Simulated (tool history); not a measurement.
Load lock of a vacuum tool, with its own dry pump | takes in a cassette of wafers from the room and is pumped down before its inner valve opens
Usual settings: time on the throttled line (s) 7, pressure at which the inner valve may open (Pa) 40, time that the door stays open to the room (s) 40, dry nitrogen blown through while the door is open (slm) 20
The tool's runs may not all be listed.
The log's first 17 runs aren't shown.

run	hour	time on the throttled line (s)	pressure at which the inner valve may open (Pa)	time that the door stays open to the room (s)	dry nitrogen blown through while the door is open (slm)	incoming humidity of the room's air, %	time from the closed door until the inner valve may open (s)	rise of the pressure with all valves shut (Pa/min)
18	1342.5	7	29	40	20	44.9	14.8	0.056
19	1433.7	7	29	40	20	45.0	14.7	0.055
20	1489.5	7	29	221	20	43.4	14.5	0.090
21	1545.0	6	75	232	21	46.4	13.0	0.095
22	1591.6	10	75	232	7	46.3	15.9	0.126
23	1666.0	10	54	39	25	43.5	16.0	0.049
24	1755.9	13	40	69	20	46.4	18.6	0.066
25	1849.7	5	76	69	13	41.5	12.4	0.064
26	1909.1	5	76	69	13	41.5	11.7	0.065
27	2006.7	5	76	69	13	44.0	12.1	0.073
28	2110.9	6	68	101	20	44.6	13.0	0.076
29	2200.3	6	68	103	20	47.4	12.6	0.070
30	2291.6	7	40	27	20	41.1	14.1	0.047
31	2378.1	7	59	128	5	43.7	13.9	0.105
32	2462.5	7	59	128	5	43.7	13.7	0.103
33	2555.6	7	59	128	5	43.7	13.6	0.101
34	2608.1	7	59	128	5	44.8	13.8	0.106
35	2693.9	4	71	40	20	47.9	11.1	0.065
36	2761.6	4	71	40	20	47.8	11.4	0.065
37	2814.8	7	38	122	20	45.8	14.5	0.085
38	2919.8	6	65	116	33	46.7	12.7	0.063

3 ways to go on from here, each from the tool as it stands after run 38. What would each give?
A	3013.4	6	78	65	33	45.9	?	?
B	3013.4	11	40	40	5	46.2	?	?
C	3013.4	9	65	139	33	45.6	?	?

run	time from the closed door until the inner valve may open (s)	rise of the pressure with all valves shut (Pa/min)
A	12.9	0.053
B	17.5	0.075
C	15.5	0.071
Without the tool's hidden state the same runs would have given:
run	time from the closed door until the inner valve may open (s)	rise of the pressure with all valves shut (Pa/min)
A	12.9	0.053
B	17.5	0.075
C	15.5	0.071
